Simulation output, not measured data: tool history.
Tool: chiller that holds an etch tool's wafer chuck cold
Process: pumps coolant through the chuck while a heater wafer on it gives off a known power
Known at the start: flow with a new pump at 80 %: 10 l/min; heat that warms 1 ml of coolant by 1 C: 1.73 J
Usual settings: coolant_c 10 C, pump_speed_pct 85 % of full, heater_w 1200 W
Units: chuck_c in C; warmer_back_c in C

run,hour,coolant_c,pump_speed_pct,heater_w,chuck_c,warmer_back_c
1,0,10,85,1200,19.1,3.9
2,37.6,10,85,1200,19.1,3.88
3,108.1,10,85,1200,19.2,3.86
4,167.1,10,82,1200,19.5,4
5,224.2,10,82,1200,19.5,3.99
6,265.8,10,82,1200,19.3,4.01
7,310.4,10,82,1707,23.6,5.79
8,352.6,10,82,1707,23.3,5.69
9,401.6,10,82,1707,23.5,5.73
10,440.4,10,82,1707,23.5,5.7
11,491.5,10,82,1707,23.3,5.67
12,558.4,10,82,1707,23.5,5.69
13,592.4,10,63,1707,25.8,7.55
14,658.3,10,63,1707,25.7,7.57
15,712.6,10,85,1200,19.2,3.75
16,746.4,10,72,1200,20.4,4.48
17,808.6,10,73,1122,19.5,4.21
18,856.7,4,88,953,11.3,2.87
19,896.5,4,88,1220,13,3.68
20,953.6,10,85,816,16.2,2.47
21,1017.8,10,85,816,16.3,2.47
22,1052.3,19,82,1560,31.4,5.17
23,1112.6,10,71,1302,21.1,4.85
24,1150.5,3,61,1200,14.3,5.38
25,1220.7,3,72,1200,13.1,4.47
26,1268.9,3,72,1200,13.1,4.46
27,1316.8,12,72,1378,23.6,5.11
28,1366.6,12,80,1200,21.7,4.21
29,1424.3,17,61,1346,29.7,6.27
30,1469.6,10,82,1260,19.8,4.25
31,1540.4,20,91,1200,28.8,3.6

Not shown: 1 entry that the log had between the listed runs. Between which runs, and how does the tool's hidden state differ before and after?
Between runs 27 and 28: gauge calibrated (hour 1344.8)
  drift of the gauge itself on warmer_back_c, C: -0.24 -> 0
  measured less the result without the state, warmer_back_c: -0.24 -> +0 C
